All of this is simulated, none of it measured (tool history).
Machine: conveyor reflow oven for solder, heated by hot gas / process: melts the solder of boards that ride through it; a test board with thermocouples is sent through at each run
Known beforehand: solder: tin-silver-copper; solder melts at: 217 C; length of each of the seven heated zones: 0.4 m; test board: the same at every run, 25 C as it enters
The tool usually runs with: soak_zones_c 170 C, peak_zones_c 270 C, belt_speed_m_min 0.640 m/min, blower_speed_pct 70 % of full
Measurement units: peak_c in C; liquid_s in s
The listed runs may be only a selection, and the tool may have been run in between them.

run    hour  soak_zones_c  peak_zones_c  belt_speed_m_min  blower_speed_pct  peak_c  liquid_s
  1     0.0           170           270             0.640                70   249.8      51.8
  2    36.8           170           270             0.640                70   250.0      51.7
  3    73.2           181           270             0.640                70   251.8      57.4
  4   135.1           181           270             0.640                70   251.9      57.2
  5   185.4           181           270             0.640                70   251.8      57.2
      245.2  -- flux residue cleaned out of gas plates and filters
  6   256.3           170           270             0.562                70   251.7      61.2
  7   298.9           170           270             0.640                70   246.2      47.9
  8   347.8           170           270             0.640                70   246.0      47.5
      416.5  -- flux residue cleaned out of gas plates and filters, once more
  9   423.6           170           270             0.640                70   252.3      54.2
 10   467.0           170           270             0.640                70   251.8      54.0
 11   506.4           170           270             0.640                70   252.0      53.8
 12   547.0           170           270             0.640                70   251.8      54.0
 13   579.1           170           270             0.640                70   251.7      53.5
 14   655.1           170           270             0.640                70   251.4      53.6
 15   718.5           170           270             0.640                70   251.1      52.9
 16   783.5           170           273             0.557                70   258.7      68.5
 17   839.7           174           285             0.604                70   266.3      68.6
      903.1  -- thermocouples of zones 6 and 7 changed
 18   911.1           173           273             0.604                70   252.8      59.4
      932.1  -- flux residue cleaned out of gas plates and filters
 19   969.3           173           273             0.604                70   255.5      61.8
 20  1020.4           166           277             0.640                84   259.2      58.8
 21  1093.7           166           282             0.519                56   262.8      74.6
 22  1163.4           167           268             0.625                65   246.8      50.2
 23  1226.5           167           268             0.625                65   246.3      49.5
 24  1278.8           171           270             0.640                83   252.6      56.2
 25  1337.4           170           271             0.665                70   248.1      48.6
 26  1379.2           170           270             0.531                70   254.9      70.1
     1445.3  -- flux residue cleaned out of gas plates and filters
 27  1450.3           182           278             0.714                59   252.5      51.9
 28  1508.4           182           278             0.714                59   252.5      51.4
 29  1545.7           176           270             0.522                70   258.5      77.1

Alternative continuations, all from the tool just after run 29; predict every row:
  A  1595.6           176           277             0.522                70       ?         ?
  B  1595.6           181           259             0.522                70       ?         ?
  C  1595.6           179           280             0.692                70       ?         ?
  D  1595.6           170           272             0.640                70       ?         ?

run  peak_c  liquid_s
  A   265.0      80.7
  B   249.5      72.4
  C   258.6      57.1
  D   252.5      55.3
What these runs would have given with no unlogged condition in the tool:
run  peak_c  liquid_s
  A   264.1      78.6
  B   248.6      70.3
  C   257.9      55.6
  D   251.8      53.7

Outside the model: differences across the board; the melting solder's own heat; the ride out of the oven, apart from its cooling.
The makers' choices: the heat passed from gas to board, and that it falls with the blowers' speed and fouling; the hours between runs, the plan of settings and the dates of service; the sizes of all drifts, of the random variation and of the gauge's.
